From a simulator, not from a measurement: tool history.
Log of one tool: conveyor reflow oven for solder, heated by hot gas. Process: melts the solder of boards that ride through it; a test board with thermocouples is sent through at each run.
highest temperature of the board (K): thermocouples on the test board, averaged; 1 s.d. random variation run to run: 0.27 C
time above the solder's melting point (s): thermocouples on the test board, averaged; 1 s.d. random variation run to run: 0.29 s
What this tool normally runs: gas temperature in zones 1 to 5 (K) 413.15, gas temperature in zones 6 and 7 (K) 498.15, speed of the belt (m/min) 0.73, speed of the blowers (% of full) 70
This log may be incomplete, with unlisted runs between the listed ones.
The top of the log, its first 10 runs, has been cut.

run	day	gas temperature in zones 1 to 5 (K)	gas temperature in zones 6 and 7 (K)	speed of the belt (m/min)	speed of the blowers (% of full)	highest temperature of the board (K)	time above the solder's melting point (s)
# day 15.679: flux residue cleaned out of gas plates and filters
11	17.288	413.15	498.15	0.614	70	487.05	43.8
12	19.754	427.15	498.15	0.73	70	484.85	39.3
13	20.875	413.15	498.15	0.73	70	482.35	33.4
14	22.2	413.15	498.15	0.73	64	480.65	32.1
15	24.425	413.15	498.15	0.73	64	479.85	31.3
16	25.65	408.15	503.15	0.73	70	485.35	34.1
17	26.812	417.15	501.15	0.73	65	484.25	34.9
18	28.712	417.15	501.15	0.73	65	483.45	34.7
19	31.354	413.15	498.15	0.624	80	488.65	44.8
20	33.492	417.15	488.15	0.624	80	479.85	40.6
# day 34.208: flux residue cleaned out of gas plates and filters
21	35	403.15	498.15	0.621	69	485.85	40.3
22	37.529	403.15	498.15	0.583	52	482.85	39.4
23	40.308	403.15	498.15	0.583	52	482.75	39.3

Run 24 has not been measured yet. What should we expect?
24	43.012	422.15	498.15	0.879	86	?	?

Run 24 measured highest temperature of the board (K) 483.35, time above the solder's melting point (s) 30.
The same run, on a tool lacking any hidden state, would have yielded highest temperature of the board (K) 482.45, time above the solder's melting point (s) 29.
